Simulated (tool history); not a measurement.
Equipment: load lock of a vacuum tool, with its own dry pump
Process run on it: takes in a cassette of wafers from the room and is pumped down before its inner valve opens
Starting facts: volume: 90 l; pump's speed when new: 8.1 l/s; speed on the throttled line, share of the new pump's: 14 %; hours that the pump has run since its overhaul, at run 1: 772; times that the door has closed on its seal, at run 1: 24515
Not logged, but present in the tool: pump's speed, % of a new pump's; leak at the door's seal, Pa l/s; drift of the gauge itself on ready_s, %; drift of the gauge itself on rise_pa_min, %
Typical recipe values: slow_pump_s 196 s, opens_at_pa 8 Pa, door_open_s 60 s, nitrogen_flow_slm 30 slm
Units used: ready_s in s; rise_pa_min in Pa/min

| run | hour | slow_pump_s | opens_at_pa | door_open_s | nitrogen_flow_slm | hours that the pump has run since its overhaul | times that the door has closed on its seal | incoming humidity of the room's air, % | ready_s | rise_pa_min |
|---|---|---|---|---|---|---|---|---|---|---|
| 1 | 0 | 196 | 8 | 60 | 30 | 772 | 24515 | 40 | 275.3 | 0.187 |
| 2 | 502.8 | 196 | 8 | 60 | 30 | 1275 | 26262 | 46.3 | 276.7 | 0.202 |
| 3 | 889.9 | 196 | 8 | 60 | 30 | 1662 | 27608 | 45.1 | 276.7 | 0.219 |
| 4 | 1360.9 | 196 | 8 | 60 | 30 | 2133 | 29245 | 44.6 | 277.2 | 0.232 |
| 5 | 1767.8 | 196 | 8 | 37 | 30 | 2540 | 30659 | 45.7 | 277.3 | 0.252 |
| 6 | 2236.8 | 196 | 8 | 60 | 14 | 3009 | 32289 | 43.9 | 281.3 | 0.274 |
| 7 | 2724.9 | 196 | 8 | 60 | 14 | 3497 | 33986 | 46 | 280 | 0.301 |
| 8 | 3076.9 | 196 | 8 | 60 | 14 | 3849 | 35209 | 43 | 282.1 | 0.311 |
| 9 | 3361.2 | 196 | 8 | 60 | 14 | 4133 | 36198 | 47.7 | 281 | 0.327 |
| 10 | 3801.4 | 196 | 8 | 60 | 14 | 4573 | 37728 | 46.4 | 285.6 | 0.356 |
| 11 | 4270.7 | 196 | 8 | 60 | 30 | 5043 | 39359 | 46.9 | 282.3 | 0.362 |
| 12 | 4684.3 | 196 | 8 | 60 | 30 | 5456 | 40796 | 42.7 | 285.7 | 0.386 |
| 13 | 5061.7 | 196 | 8 | 60 | 30 | 5834 | 42108 | 44.9 | 285.2 | 0.407 |
| 14 | 5333.3 | 196 | 15 | 60 | 30 | 6105 | 43052 | 42.3 | 276.8 | 0.42 |
| 15 | 5610.6 | 196 | 15 | 60 | 30 | 6382 | 44016 | 47.7 | 276.1 | 0.425 |
| 16 | 6016.7 | 196 | 15 | 60 | 30 | 6789 | 45428 | 46.8 | 279.9 | 0.451 |
|  | 6360.8 | door's seal changed, seat wiped |
| 17 | 6386.3 | 196 | 15 | 60 | 30 | 7157 | 89 | 45.1 | 283 | 0.012 |
| 18 | 6829.1 | 196 | 15 | 60 | 30 | 7599 | 1628 | 45.2 | 281 | 0.018 |
| 19 | 7387.2 | 179 | 9 | 60 | 30 | 8158 | 3568 | 45.2 | 277.7 | 0.026 |
| 20 | 7844 | 179 | 9 | 60 | 30 | 8614 | 5156 | 47.1 | 275.3 | 0.031 |
| 21 | 8446.6 | 377 | 7 | 34 | 7 | 9217 | 7250 | 47.5 | 447.1 | 0.043 |
| 22 | 8807.1 | 377 | 7 | 34 | 7 | 9577 | 8503 | 43.6 | 443.9 | 0.05 |
|  | 8997.4 | dry pump taken out, an overhauled one fitted |
| 23 | 9404.2 | 196 | 15 | 60 | 30 | 407 | 10558 | 48.2 | 271.4 | 0.057 |
| 24 | 9737 | 192 | 10 | 60 | 30 | 740 | 11714 | 45.7 | 269.8 | 0.068 |
| 25 | 10135.1 | 192 | 10 | 60 | 30 | 1138 | 13098 | 44.5 | 272.2 | 0.071 |
| 26 | 10631.7 | 123 | 10 | 72 | 28 | 1634 | 14824 | 46.2 | 212.5 | 0.086 |
| 27 | 11179.5 | 123 | 10 | 72 | 28 | 2182 | 16728 | 44.3 | 212.5 | 0.1 |
| 28 | 11702.5 | 123 | 7 | 72 | 28 | 2705 | 18546 | 47 | 219.8 | 0.118 |
| 29 | 12262.3 | 390 | 7 | 30 | 30 | 3265 | 20492 | 41.5 | 449.5 | 0.131 |

5 options for the next run, each taken on its own from the tool as it stands now. Forecast them:
| A | 12844.3 | 196 | 7 | 60 | 24 | 3847 | 22515 | 44.4 | ? | ? |
| B | 12844.3 | 390 | 7 | 30 | 5 | 3847 | 22515 | 46.2 | ? | ? |
| C | 12844.3 | 390 | 7 | 29 | 12 | 3847 | 22515 | 42.6 | ? | ? |
| D | 12844.3 | 196 | 8 | 95 | 30 | 3847 | 22515 | 44.5 | ? | ? |
| E | 12844.3 | 121 | 7 | 60 | 30 | 3847 | 22515 | 48.9 | ? | ? |

| run | ready_s | rise_pa_min |
|---|---|---|
| A | 281 | 0.145 |
| B | 444.5 | 0.157 |
| C | 447.9 | 0.142 |
| D | 282.5 | 0.154 |
| E | 220.8 | 0.154 |
The same runs, with their run-to-run variation unchanged, on a tool lacking any hidden condition would have given:
| run | ready_s | rise_pa_min |
|---|---|---|
| A | 273.4 | 0.008 |
| B | 439.6 | 0.017 |
| C | 443 | 0.003 |
| D | 275 | 0.017 |
| E | 212.1 | 0.015 |
